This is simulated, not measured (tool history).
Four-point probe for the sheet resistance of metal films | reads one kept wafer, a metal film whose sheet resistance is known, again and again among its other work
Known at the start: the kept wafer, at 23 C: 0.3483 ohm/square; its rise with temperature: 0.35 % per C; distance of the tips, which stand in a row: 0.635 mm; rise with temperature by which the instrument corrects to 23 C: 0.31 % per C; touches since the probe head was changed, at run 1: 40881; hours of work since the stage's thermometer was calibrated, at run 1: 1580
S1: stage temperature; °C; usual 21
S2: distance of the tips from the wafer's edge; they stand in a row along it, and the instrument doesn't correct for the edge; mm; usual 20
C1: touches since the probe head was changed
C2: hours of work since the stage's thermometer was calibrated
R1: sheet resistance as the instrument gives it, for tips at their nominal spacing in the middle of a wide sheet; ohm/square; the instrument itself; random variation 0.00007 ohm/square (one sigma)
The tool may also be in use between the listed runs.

run     day  S1  S2     C1    C2        R1
  1       0  21  20  40881  1580  0.352684
  2   1.829  21  20  43052  1607  0.352843
  3   4.304  27  20  45992  1645  0.353952
  4   6.438  22  20  48525  1676  0.353535
  5   8.592  22  20  51086  1709   0.35367
  6  11.158  22  20  54133  1747  0.353847
  7  13.729  21  67  57187  1785  0.353853
  8   15.95  21  67  59820  1819  0.353897
  9  18.304  21  67  62619  1854  0.354102
 10  20.229  21  67  64903  1883  0.354381
 11  21.754  21  67  66713  1905  0.354363
      23.45  -- new probe head fitted
 12  24.071  21  67    741  1940   0.34876
 13   25.45  21   7   2378  1960  0.350314
 14  27.404  18  20   4697  1989  0.348763
 15  29.458  25  20   7137  2020  0.349891
 16  31.683  25  20   9778  2053  0.350164
 17  34.075  25  23  12620  2089  0.350365
 18  36.425  25  23  15410  2124  0.350583
 19  37.871  34  20  17129  2146  0.352083
 20   39.35  34  20  18887  2168  0.352183
 21  41.738  34  20  21721  2204  0.352147
     41.983  -- stage's thermometer calibrated
 22  43.233  23  20  23469    19  0.350987
 23  45.204  23  20  25812    48  0.351153
 24  47.512  21   9  28551    83  0.351712
 25  49.171  34   9  30521   107  0.353975
 26  51.142  34   9  32861   137   0.35406
 27  52.475  29   3  34446   157  0.360789
 28    53.6  19  12  35783   174  0.351679

Run 29 comes next. What will it give?
 29  55.867  19  12  38476  208   ?

Run 29 gave R1 0.35188 ohm/square.
Without the tool's hidden state the same run would have given R1 0.348279 ohm/square.
